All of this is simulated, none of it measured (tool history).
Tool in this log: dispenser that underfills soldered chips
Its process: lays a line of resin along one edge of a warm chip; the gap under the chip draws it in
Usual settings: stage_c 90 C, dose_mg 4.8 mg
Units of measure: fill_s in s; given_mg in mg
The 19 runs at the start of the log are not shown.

run,hour,stage_c,dose_mg,hours of work since the syringe was changed,hours of work since the valve was cleaned,hours of work since the stage was calibrated,fill_s,given_mg
# hour 72.6: new syringe of resin
20,74,88,5.46,1,41,84,7.8,5.3
21,78.7,89,4.92,5,45,88,9.7,4.63
# hour 80: new syringe of resin
22,84.8,93,4.39,4,49,92,8.1,4.15
# hour 87.6: new syringe of resin
23,88.3,93,4.57,0,51,95,5.6,4.4
24,91.5,94,4.85,3,54,97,6.9,4.63
# hour 95.2: new syringe of resin
25,96.1,89,4.92,1,57,100,7.3,4.61
26,100.4,77,5.83,4,60,104,14.9,5.48
# hour 102.9: new syringe of resin
27,104.5,87,4.82,1,63,107,8.8,4.52
28,108.7,99,4.82,4,67,110,6.7,4.59
# hour 110.6: new syringe of resin
29,114.2,102,4.19,3,71,114,5.3,3.97
30,117.7,99,6.06,5,73,116,6.5,5.73
# hour 118.5: new syringe of resin
31,122.7,99,6.06,3,77,120,6.3,5.61
# hour 126.1: new syringe of resin
32,128.4,98,4.8,2,81,124,5.3,4.47

For run 33, what comes out?
33,131.5,84,4.8,4,83,127,?,?

Run 33 came out at fill_s 11 s, given_mg 4.52 mg.
On a tool with no hidden condition, and with the same random variation, this run would have come out at fill_s 7.9 s, given_mg 4.88 mg.

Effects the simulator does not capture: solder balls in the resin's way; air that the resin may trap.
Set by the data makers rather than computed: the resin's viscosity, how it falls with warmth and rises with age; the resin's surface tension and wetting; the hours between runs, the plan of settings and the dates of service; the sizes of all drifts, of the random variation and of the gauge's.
